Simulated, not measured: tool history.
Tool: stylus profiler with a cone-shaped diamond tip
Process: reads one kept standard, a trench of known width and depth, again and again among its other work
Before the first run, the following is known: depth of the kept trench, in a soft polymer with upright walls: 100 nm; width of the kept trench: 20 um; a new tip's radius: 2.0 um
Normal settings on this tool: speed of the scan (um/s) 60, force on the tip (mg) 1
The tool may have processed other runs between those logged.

run   hour  speed of the scan (um/s)  force on the tip (mg)  depth of the trench (nm)  width of the trench's floor (um)
  1      0                        60                      1                    100.47                              18.1
  2   22.2                        60                      1                     100.5                                18
  3   54.3                        60                    2.8                    100.81                             18.13
  4   83.4                        60                    2.8                    100.82                             18.09
  5  111.2                        60                    2.8                    100.86                             18.09
  6  139.3                        60                    2.8                    100.86                             18.08
  7  168.5                       112                      1                    100.52                             17.72

What does the tool deliver on the next run?
  8  194.6                       112                      1                         ?                                 ?

depth of the trench (nm): 100.54
width of the trench's floor (um): 17.72
With the hidden condition absent and the run-to-run variation left alone, this run would have shown depth of the trench (nm) 100.37, width of the trench's floor (um) 18.28.

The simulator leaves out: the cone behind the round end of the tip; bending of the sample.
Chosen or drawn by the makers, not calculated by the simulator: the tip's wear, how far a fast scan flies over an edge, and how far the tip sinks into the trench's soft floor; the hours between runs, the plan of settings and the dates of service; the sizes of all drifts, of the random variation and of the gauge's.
